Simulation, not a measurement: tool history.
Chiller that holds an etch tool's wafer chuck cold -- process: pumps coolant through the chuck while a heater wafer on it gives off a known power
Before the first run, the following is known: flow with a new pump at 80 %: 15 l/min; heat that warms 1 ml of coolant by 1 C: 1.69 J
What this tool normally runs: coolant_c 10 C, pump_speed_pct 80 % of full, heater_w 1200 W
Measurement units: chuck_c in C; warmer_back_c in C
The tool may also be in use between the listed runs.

run	hour	coolant_c	pump_speed_pct	heater_w	chuck_c	warmer_back_c
1	0	10	80	1200	25.3	2.89
2	61.8	10	80	1200	25.3	2.9
3	122.2	7	80	1200	22.5	3
4	187.1	7	80	1200	22.6	2.93
5	252	7	80	1129	21.7	2.7
6	328.5	10	69	1200	26.9	3.43
# hour 376: chiller's thermometer calibrated
7	376.1	10	69	1200	26.2	3.44
8	444.5	10	80	1200	24.6	2.93
9	522.9	10	80	1200	24.9	2.97
10	582.1	10	80	1200	24.7	2.91
11	639	10	80	1200	24.9	2.95
12	687.5	5	69	1200	21.4	3.5
13	744	10	74	1200	25.8	3.19
14	814.9	4	74	1684	26.3	4.49
15	868.7	4	74	1684	26.5	4.55
16	936.3	15	74	1153	30.5	3.13
17	1015.6	13	96	1200	26.9	2.43
18	1064.4	10	67	1177	26.7	3.54
19	1105.3	18	74	1697	40.9	4.58
20	1145.2	19	74	1000	32.5	2.71
21	1207.2	5	74	657	14.1	1.81
22	1249.2	3	67	985	17.3	3.01

Difference, measured minus no-hidden-state, one row per run. Run-to-run variation is common to both terms; the gauge's own scatter need not be:
What the log doesn't record here: heat passed by the chuck's channels, % of clean ones'; flow at a given pump speed, % of a new pump's; coolant's true temperature over the reading, C; drift of the gauge itself on chuck_c, C; drift of the gauge itself on warmer_back_c, C.
run	chuck_c	warmer_back_c
1	+1.8	+0.05
2	+1.9	+0.06
3	+2	+0.07
4	+2.1	+0.07
5	+2	+0.06
6	+2.3	+0.09
7	+1.3	+0.09
8	+1.3	+0.09
9	+1.4	+0.09
10	+1.3	+0.1
11	+1.5	+0.11
12	+1.6	+0.13
13	+1.7	+0.12
14	+2.4	+0.17
15	+2.5	+0.18
16	+1.8	+0.13
17	+1.8	+0.1
18	+2.1	+0.16
19	+2.9	+0.21
20	+1.8	+0.13
21	+1.2	+0.08
22	+2	+0.15

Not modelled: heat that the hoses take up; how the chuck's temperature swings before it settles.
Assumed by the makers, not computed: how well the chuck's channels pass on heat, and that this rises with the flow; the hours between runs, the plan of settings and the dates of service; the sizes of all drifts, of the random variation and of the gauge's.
